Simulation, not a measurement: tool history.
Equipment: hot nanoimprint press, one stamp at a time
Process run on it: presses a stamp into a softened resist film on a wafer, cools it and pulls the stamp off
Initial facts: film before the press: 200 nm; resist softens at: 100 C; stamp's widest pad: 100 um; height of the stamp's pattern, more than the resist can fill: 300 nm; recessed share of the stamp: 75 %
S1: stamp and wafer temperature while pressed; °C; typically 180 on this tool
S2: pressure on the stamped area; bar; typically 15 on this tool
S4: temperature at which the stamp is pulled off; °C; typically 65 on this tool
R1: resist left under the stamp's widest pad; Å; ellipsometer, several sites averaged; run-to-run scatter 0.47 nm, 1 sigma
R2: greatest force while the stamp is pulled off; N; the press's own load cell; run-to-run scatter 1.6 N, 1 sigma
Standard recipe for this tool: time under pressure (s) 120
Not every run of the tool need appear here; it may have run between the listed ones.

{"run": 1, "hour": 0.0, "S1": 180, "S2": 15, "time under pressure (s)": 120, "S4": 65, "R1": 891, "R2": 164}
{"run": 2, "hour": 91.7, "S1": 180, "S2": 15, "time under pressure (s)": 120, "S4": 65, "R1": 898, "R2": 163}
{"hour": 109.2, "done": "plate thermocouple calibrated"}
{"run": 3, "hour": 186.3, "S1": 180, "S2": 15, "time under pressure (s)": 120, "S4": 65, "R1": 894, "R2": 162}
{"run": 4, "hour": 256.1, "S1": 180, "S2": 15, "time under pressure (s)": 120, "S4": 65, "R1": 897, "R2": 161}
{"run": 5, "hour": 334.7, "S1": 180, "S2": 15, "time under pressure (s)": 120, "S4": 65, "R1": 905, "R2": 165}
{"run": 6, "hour": 395.1, "S1": 180, "S2": 15, "time under pressure (s)": 120, "S4": 65, "R1": 904, "R2": 167}
{"run": 7, "hour": 449.0, "S1": 180, "S2": 15, "time under pressure (s)": 120, "S4": 65, "R1": 903, "R2": 165}
{"run": 8, "hour": 536.2, "S1": 180, "S2": 15, "time under pressure (s)": 120, "S4": 65, "R1": 910, "R2": 163}
{"hour": 572.5, "done": "press's hydraulic seals changed and the load cell set to zero"}
{"run": 9, "hour": 600.0, "S1": 180, "S2": 15, "time under pressure (s)": 120, "S4": 65, "R1": 902, "R2": 165}
{"run": 10, "hour": 648.9, "S1": 180, "S2": 15, "time under pressure (s)": 120, "S4": 65, "R1": 907, "R2": 163}
{"hour": 683.3, "done": "stamp cleaned and given a new release coat"}
{"run": 11, "hour": 735.3, "S1": 180, "S2": 15, "time under pressure (s)": 120, "S4": 65, "R1": 910, "R2": 164}
{"run": 12, "hour": 777.5, "S1": 180, "S2": 15, "time under pressure (s)": 120, "S4": 65, "R1": 904, "R2": 163}
{"hour": 820.9, "done": "plate thermocouple calibrated"}
{"run": 13, "hour": 855.0, "S1": 180, "S2": 15, "time under pressure (s)": 120, "S4": 65, "R1": 904, "R2": 163}
{"run": 14, "hour": 930.2, "S1": 180, "S2": 15, "time under pressure (s)": 120, "S4": 65, "R1": 909, "R2": 164}
{"run": 15, "hour": 997.3, "S1": 180, "S2": 15, "time under pressure (s)": 120, "S4": 65, "R1": 912, "R2": 165}
{"run": 16, "hour": 1046.7, "S1": 180, "S2": 17.4, "time under pressure (s)": 120, "S4": 65, "R1": 841, "R2": 163}
{"run": 17, "hour": 1104.3, "S1": 173, "S2": 21.8, "time under pressure (s)": 60, "S4": 55, "R1": 1328, "R2": 182}
{"run": 18, "hour": 1160.4, "S1": 170, "S2": 20.8, "time under pressure (s)": 146, "S4": 73, "R1": 1175, "R2": 148}
{"run": 19, "hour": 1246.7, "S1": 170, "S2": 20.8, "time under pressure (s)": 86, "S4": 52, "R1": 1372, "R2": 188}
{"run": 20, "hour": 1314.0, "S1": 170, "S2": 21.2, "time under pressure (s)": 86, "S4": 52, "R1": 1360, "R2": 186}
{"hour": 1354.5, "done": "stamp cleaned and given a new release coat"}
{"run": 21, "hour": 1397.8, "S1": 184, "S2": 21.2, "time under pressure (s)": 79, "S4": 64, "R1": 747, "R2": 166}
{"run": 22, "hour": 1454.7, "S1": 184, "S2": 21.2, "time under pressure (s)": 79, "S4": 64, "R1": 746, "R2": 165}
{"run": 23, "hour": 1514.4, "S1": 184, "S2": 21.2, "time under pressure (s)": 79, "S4": 64, "R1": 747, "R2": 166}
{"hour": 1524.7, "done": "plate thermocouple calibrated"}
{"run": 24, "hour": 1592.3, "S1": 176, "S2": 14, "time under pressure (s)": 211, "S4": 63, "R1": 939, "R2": 169}
{"run": 25, "hour": 1682.5, "S1": 169, "S2": 14, "time under pressure (s)": 211, "S4": 63, "R1": 1291, "R2": 167}
{"hour": 1745.4, "done": "press's hydraulic seals changed and the load cell set to zero"}
{"run": 26, "hour": 1746.0, "S1": 180, "S2": 15, "time under pressure (s)": 120, "S4": 65, "R1": 917, "R2": 163}
{"run": 27, "hour": 1833.6, "S1": 180, "S2": 15, "time under pressure (s)": 120, "S4": 65, "R1": 918, "R2": 163}
{"run": 28, "hour": 1916.5, "S1": 181, "S2": 15, "time under pressure (s)": 120, "S4": 65, "R1": 877, "R2": 165}

How would selected steps in R1 from run to run divide? Give the signed amount a tool lacking its hidden state would still show from settings, what came in and random variation, and the signed amount left for the hidden state, including any gauge scatter that is not in both of the compared results.
The tool's hidden condition here consists of: true temperature over the reading, C; pressure that arrives at the usual setting, %; grip of the stamp's worn release coat, % over a new coat's; drift of the gauge itself on residual_nm, %; drift of the gauge itself on pull_off_n, %.
Run 16 -> 17: S1 180 -> 173, S2 17.4 -> 21.8, time under pressure (s) 120 -> 60, S4 65 -> 55. R1 +487 Å: hidden state +7, all else +480.
Run 20 -> 21: S1 170 -> 184, time under pressure (s) 86 -> 79, S4 52 -> 64, stamp cleaned and given a new release coat. R1 -613 Å: hidden state -9, all else -604.
Run 24 -> 25: S1 176 -> 169. R1 +352 Å: hidden state +8, all else +344.
